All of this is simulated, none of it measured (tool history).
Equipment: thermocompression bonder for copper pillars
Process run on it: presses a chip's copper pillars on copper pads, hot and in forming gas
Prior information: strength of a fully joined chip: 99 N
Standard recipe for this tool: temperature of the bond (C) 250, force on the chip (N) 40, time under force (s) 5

run,hour,temperature of the bond (C),force on the chip (N),time under force (s),force that shears a chip off (N)
1,0,250,40,5,52.3
2,18,250,40,5,52.5
3,27.1,250,40,5,52.6
4,35.8,250,40,5,52.5
5,56.2,250,40,7,58.2
6,74.3,250,40,7,57.4
7,92.3,250,40,5,52.4
8,103.8,250,40,5,51.8
9,118.5,250,37,5,48
10,130.7,250,37,5,48.2
11,151.8,266,40,9,71.3
12,168.1,250,49,7,68
13,184.9,250,49,7,68
14,196.4,228,33,9,39.6
15,205.9,276,28,6,49.8
16,220.1,253,40,3,44.3
17,230.2,274,31,5,50.9

Below are 4 alternative next runs, each starting from the tool's condition after run 17. Predict each:
A,250.3,274,53,5,?
B,250.3,224,51,13,?
C,250.3,268,45,3,?
D,250.3,278,39,5,?

run,force that shears a chip off (N)
A,77.3
B,64.7
C,58.1
D,64.9
With no hidden state in the tool, these same runs would have given:
run,force that shears a chip off (N)
A,79.7
B,66.8
C,59.9
D,67
